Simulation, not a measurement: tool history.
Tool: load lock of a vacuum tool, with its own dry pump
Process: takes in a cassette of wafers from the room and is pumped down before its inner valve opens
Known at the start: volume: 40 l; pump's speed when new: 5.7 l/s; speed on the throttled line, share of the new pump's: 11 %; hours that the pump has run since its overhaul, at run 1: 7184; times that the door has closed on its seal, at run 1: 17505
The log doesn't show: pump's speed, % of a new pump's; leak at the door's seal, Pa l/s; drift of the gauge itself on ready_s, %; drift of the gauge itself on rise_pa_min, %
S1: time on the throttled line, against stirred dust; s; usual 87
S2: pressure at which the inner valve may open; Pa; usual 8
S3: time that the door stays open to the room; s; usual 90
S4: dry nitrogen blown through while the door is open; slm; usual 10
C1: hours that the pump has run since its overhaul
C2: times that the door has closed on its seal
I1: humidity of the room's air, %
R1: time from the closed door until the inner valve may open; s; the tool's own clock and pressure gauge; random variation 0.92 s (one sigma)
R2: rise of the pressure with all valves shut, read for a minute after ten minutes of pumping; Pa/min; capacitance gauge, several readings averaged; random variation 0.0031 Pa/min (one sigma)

Run 1, hour 0: usual settings; C1 7184; C2 17505; I1 41.7. Result: R1 148.4 s, R2 0.169 Pa/min.
Run 2, hour 161.4: usual settings; C1 7346; C2 17921; I1 45.1. Result: R1 147.9 s, R2 0.183 Pa/min.
Run 3, hour 286.4: usual settings; C1 7471; C2 18243; I1 43.2. Result: R1 148.3 s, R2 0.185 Pa/min.
Run 4, hour 456.1: usual settings but S1 150 s; C1 7641; C2 18680; I1 45.6. Result: R1 205.1 s, R2 0.183 Pa/min.
Run 5, hour 627.4: usual settings but S1 150 s; C1 7812; C2 19121; I1 44.5. Result: R1 204.6 s, R2 0.185 Pa/min.
Run 6, hour 787.3: usual settings but S1 150 s; C1 7972; C2 19532; I1 47.4. Result: R1 203.8 s, R2 0.197 Pa/min.
Run 7, hour 873: usual settings but S1 150 s; C1 8057; C2 19753; I1 46.6. Result: R1 204.7 s, R2 0.199 Pa/min.
Run 8, hour 960.7: usual settings; C1 8145; C2 19979; I1 44.9. Result: R1 149.9 s, R2 0.2 Pa/min.
Run 9, hour 1127.2: usual settings; C1 8312; C2 20407; I1 41.4. Result: R1 147.6 s, R2 0.196 Pa/min.
Run 10, hour 1320.8: usual settings; C1 8505; C2 20906; I1 46.1. Result: R1 150.2 s, R2 0.21 Pa/min.
Run 11, hour 1447.1: usual settings; C1 8631; C2 21231; I1 44.3. Result: R1 150 s, R2 0.211 Pa/min.
Run 12, hour 1636.2: usual settings; C1 8821; C2 21718; I1 43.7. Result: R1 146.9 s, R2 0.209 Pa/min.

The next listed run, before its measurement:
Run 13, hour 1741.3: usual settings; C1 8926; C2 21988; I1 44.8. Result: R1 ?, R2 ?.

{"run 13": {"R1": 148.4, "R2": 0.209}}
Without the tool's hidden state the same run would have given R1 143 s, R2 0.06 Pa/min.

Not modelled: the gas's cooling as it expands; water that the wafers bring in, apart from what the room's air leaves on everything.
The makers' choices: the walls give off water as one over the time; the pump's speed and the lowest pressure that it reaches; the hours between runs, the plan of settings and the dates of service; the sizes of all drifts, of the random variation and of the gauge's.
